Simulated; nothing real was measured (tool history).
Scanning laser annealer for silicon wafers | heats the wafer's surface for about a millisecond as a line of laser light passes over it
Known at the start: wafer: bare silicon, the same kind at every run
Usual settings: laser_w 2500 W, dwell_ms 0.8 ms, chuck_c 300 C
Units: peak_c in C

| run | day | laser_w | dwell_ms | chuck_c | peak_c |
|---|---|---|---|---|---|
| 1 | 0 | 2500 | 0.8 | 300 | 1115 |
| 2 | 2.317 | 2500 | 0.8 | 300 | 1114 |
| 3 | 5.267 | 2500 | 0.8 | 300 | 1117 |
|  | 7.05 | optics aligned, line set to its width |
| 4 | 8.942 | 2500 | 0.8 | 300 | 1116 |
| 5 | 12.388 | 2500 | 0.8 | 269 | 1086 |
| 6 | 14.208 | 2500 | 0.8 | 269 | 1086 |
| 7 | 16.8 | 2500 | 0.8 | 281 | 1097 |
|  | 19.871 | window over the wafer cleaned |
| 8 | 20.188 | 2500 | 0.8 | 281 | 1099 |
| 9 | 23.471 | 2500 | 0.8 | 281 | 1098 |
| 10 | 26.004 | 2500 | 0.8 | 329 | 1146 |
| 11 | 27.525 | 2500 | 0.694 | 300 | 1071 |
| 12 | 30.167 | 2500 | 0.694 | 300 | 1070 |
| 13 | 33.421 | 2500 | 0.694 | 300 | 1069 |
| 14 | 35.375 | 2500 | 0.694 | 300 | 1067 |
| 15 | 37.55 | 2448 | 0.8 | 300 | 1105 |
| 16 | 39.25 | 2500 | 0.8 | 335 | 1152 |
| 17 | 41.875 | 2500 | 0.8 | 335 | 1148 |
| 18 | 44.296 | 2500 | 0.8 | 300 | 1115 |
| 19 | 47.271 | 2500 | 0.8 | 300 | 1115 |
| 20 | 49.3 | 2500 | 0.561 | 300 | 1002 |
| 21 | 52.621 | 2655 | 0.724 | 308 | 1135 |
| 22 | 55.275 | 2655 | 0.724 | 308 | 1137 |
| 23 | 57.183 | 2655 | 0.724 | 308 | 1136 |
| 24 | 59.225 | 2298 | 0.724 | 279 | 1004 |
| 25 | 61.767 | 2298 | 0.724 | 279 | 1003 |
| 26 | 63.688 | 2301 | 0.729 | 316 | 1045 |
| 27 | 67.367 | 2301 | 0.955 | 266 | 1082 |
| 28 | 70.892 | 2301 | 0.955 | 266 | 1079 |
|  | 72.479 | window over the wafer cleaned |
| 29 | 73.279 | 2301 | 0.955 | 266 | 1084 |
| 30 | 76.154 | 2380 | 0.665 | 309 | 1031 |
| 31 | 79.658 | 2609 | 0.729 | 300 | 1114 |
| 32 | 81.6 | 2550 | 0.667 | 300 | 1069 |
| 33 | 84.033 | 2550 | 0.742 | 300 | 1108 |
| 34 | 86.108 | 2550 | 0.742 | 300 | 1104 |
| 35 | 88.171 | 2318 | 0.897 | 300 | 1101 |
| 36 | 89.812 | 2318 | 0.69 | 311 | 1030 |
| 37 | 92.942 | 2650 | 0.566 | 278 | 1022 |
|  | 93.654 | optics aligned, line set to its width |
| 38 | 96.692 | 2650 | 0.566 | 278 | 1022 |
| 39 | 99.633 | 2454 | 0.95 | 300 | 1162 |
| 40 | 101.175 | 2454 | 0.723 | 301 | 1071 |

3 ways to go on from here, each from the tool as it stands after run 40. What would each give?
| A | 103.492 | 2250 | 0.694 | 301 | ? |
| B | 103.492 | 2299 | 0.573 | 268 | ? |
| C | 103.492 | 2607 | 0.566 | 335 | ? |

| run | peak_c |
|---|---|
| A | 1002 |
| B | 926 |
| C | 1069 |
Without the tool's hidden state the same runs would have given:
| run | peak_c |
|---|---|
| A | 1003 |
| B | 926 |
| C | 1069 |

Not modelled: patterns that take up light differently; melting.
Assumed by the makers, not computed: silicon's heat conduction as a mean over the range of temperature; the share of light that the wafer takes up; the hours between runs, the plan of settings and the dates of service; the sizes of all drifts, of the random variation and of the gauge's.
